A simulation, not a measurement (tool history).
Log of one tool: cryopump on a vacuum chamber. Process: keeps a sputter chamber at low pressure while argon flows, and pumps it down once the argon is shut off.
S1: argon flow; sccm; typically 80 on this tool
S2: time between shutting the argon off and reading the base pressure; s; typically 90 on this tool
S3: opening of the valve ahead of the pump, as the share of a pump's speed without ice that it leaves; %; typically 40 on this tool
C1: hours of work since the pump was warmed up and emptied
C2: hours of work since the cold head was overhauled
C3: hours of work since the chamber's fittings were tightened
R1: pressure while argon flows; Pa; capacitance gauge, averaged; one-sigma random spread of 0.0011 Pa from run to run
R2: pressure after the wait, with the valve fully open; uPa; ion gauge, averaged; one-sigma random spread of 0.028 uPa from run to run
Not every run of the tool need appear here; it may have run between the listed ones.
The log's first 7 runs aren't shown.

run   hour  S1   S2  S3   C1   C2    C3      R1    R2
  8  194.5  36   26  40  447  447   866  0.1118   5.6
  9  223.2  36   26  40  467  467   886  0.1132   5.7
 10  255.9  39   90  40  489  489   909  0.1229  3.01
 11  286.2  87   90  40  510  510   930  0.2743  2.96
 12  319.4  80   90  21  534  534   953  0.4678  3.11
 13  342.9  80   27  21  550  550   969  0.4717  5.75
 14  357.9  80   27  21  560  560   980  0.4665  5.63
 15  377.3  80   27  44  574  574   993  0.2326  5.72
 16  401.2  80  159  44  591  591  1010  0.2333  2.72
 17  424.9  80  159  44  607  607  1026  0.2346  2.72
 18  447.6  80  159  44  623  623  1042  0.2361  2.83
 19  464.4  80   90  39  635  635  1054  0.2625  3.39
 20  495.2  47  244  40  656  656  1075  0.1494  2.77
 21  515.7  59   34  28  670  670  1090  0.2626  5.21
     546.4  -- pump warmed up, emptied and cooled again
 22  546.4  59   34  28    0  688  1108  0.2512   4.9
 23  569.2  80   90  23   16  704  1123  0.4167  3.16
 24  597.3  36  148  41   35  724  1143  0.1058  2.65
 25  625.7  36  148  41   55  743  1163  0.1051  2.74
 26  649.9  36  148  41   72  760  1180  0.1057  2.79
 27  675.1  36  148  41   90  778  1197  0.1055   2.8
 28  695.9  45   57  39  104  792  1212  0.1392  3.95
 29  716.2  45   57  39  118  806  1226  0.1409  4.03

Predict the results of run 30:
 30  750.9  86  59  43  142  831  1250   ?   ?

Run 30 yielded R1 0.2446 Pa, R2 3.95 uPa.
Had the tool carried no hidden state, the very same run would have given R1 0.2389 Pa, R2 1.9 uPa.
